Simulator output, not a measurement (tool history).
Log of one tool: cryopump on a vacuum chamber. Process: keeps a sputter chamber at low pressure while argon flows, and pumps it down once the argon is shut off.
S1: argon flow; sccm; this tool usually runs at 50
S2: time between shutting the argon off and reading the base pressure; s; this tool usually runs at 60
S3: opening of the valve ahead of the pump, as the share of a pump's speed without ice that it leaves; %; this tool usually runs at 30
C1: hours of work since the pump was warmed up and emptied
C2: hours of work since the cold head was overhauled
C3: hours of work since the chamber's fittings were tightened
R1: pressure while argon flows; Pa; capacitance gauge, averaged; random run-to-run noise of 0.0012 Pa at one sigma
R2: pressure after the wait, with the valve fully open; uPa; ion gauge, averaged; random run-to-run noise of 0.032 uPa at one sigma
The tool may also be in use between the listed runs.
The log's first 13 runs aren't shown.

| run | hour | S1 | S2 | S3 | C1 | C2 | C3 | R1 | R2 |
|---|---|---|---|---|---|---|---|---|---|
| 14 | 162.5 | 50 | 60 | 30 | 81 | 480 | 2360 | 0.2770 | 4.76 |
| 15 | 172.7 | 50 | 60 | 30 | 86 | 486 | 2365 | 0.2789 | 4.95 |
| 16 | 180.9 | 50 | 60 | 30 | 91 | 490 | 2370 | 0.2790 | 4.92 |
| 17 | 198.1 | 50 | 60 | 30 | 100 | 500 | 2379 | 0.2801 | 4.90 |
| 18 | 206.9 | 58 | 283 | 17 | 105 | 505 | 2384 | 0.5699 | 3.87 |
| 19 | 219.5 | 58 | 283 | 17 | 112 | 512 | 2391 | 0.5658 | 3.98 |
| 20 | 232.2 | 58 | 283 | 17 | 119 | 519 | 2398 | 0.5665 | 3.98 |
|  | 242.3 | leaking fittings of the chamber tightened, without venting |
| 21 | 245.7 | 50 | 46 | 30 | 125 | 525 | 2 | 0.2814 | 2.09 |
| 22 | 260.6 | 24 | 22 | 30 | 133 | 533 | 10 | 0.1359 | 4.04 |
| 23 | 273.8 | 32 | 228 | 19 | 141 | 540 | 17 | 0.2819 | 0.72 |
| 24 | 285.3 | 75 | 46 | 30 | 147 | 546 | 24 | 0.4289 | 2.12 |
| 25 | 292.9 | 40 | 60 | 17 | 151 | 551 | 28 | 0.3919 | 1.69 |
| 26 | 310.7 | 31 | 46 | 46 | 161 | 560 | 37 | 0.1172 | 2.17 |
| 27 | 321.2 | 42 | 48 | 30 | 167 | 566 | 43 | 0.2401 | 2.08 |
| 28 | 338.8 | 49 | 48 | 21 | 176 | 576 | 53 | 0.3932 | 2.09 |
| 29 | 357.5 | 55 | 77 | 36 | 186 | 586 | 63 | 0.2670 | 1.49 |
| 30 | 376.0 | 55 | 26 | 15 | 197 | 596 | 73 | 0.6225 | 3.60 |
| 31 | 389.5 | 22 | 28 | 55 | 204 | 604 | 81 | 0.0722 | 3.31 |
| 32 | 404.0 | 51 | 60 | 30 | 212 | 611 | 89 | 0.2936 | 1.86 |
| 33 | 412.7 | 50 | 65 | 24 | 217 | 616 | 93 | 0.3597 | 1.75 |
| 34 | 424.2 | 58 | 41 | 30 | 223 | 623 | 100 | 0.3347 | 2.55 |

Below are 3 alternative next runs, each starting from the tool's condition after run 34. Predict each:
| A | 438.2 | 58 | 34 | 30 | 231 | 630 | 107 | ? | ? |
| B | 438.2 | 77 | 212 | 36 | 231 | 630 | 107 | ? | ? |
| C | 438.2 | 77 | 256 | 29 | 231 | 630 | 107 | ? | ? |

| run | R1 | R2 |
|---|---|---|
| A | 0.3402 | 2.96 |
| B | 0.3791 | 0.92 |
| C | 0.4644 | 0.83 |
Stripped of hidden state, with their random variation kept, the same runs would have yielded:
| run | R1 | R2 |
|---|---|---|
| A | 0.3196 | 2.70 |
| B | 0.3519 | 0.67 |
| C | 0.4372 | 0.59 |

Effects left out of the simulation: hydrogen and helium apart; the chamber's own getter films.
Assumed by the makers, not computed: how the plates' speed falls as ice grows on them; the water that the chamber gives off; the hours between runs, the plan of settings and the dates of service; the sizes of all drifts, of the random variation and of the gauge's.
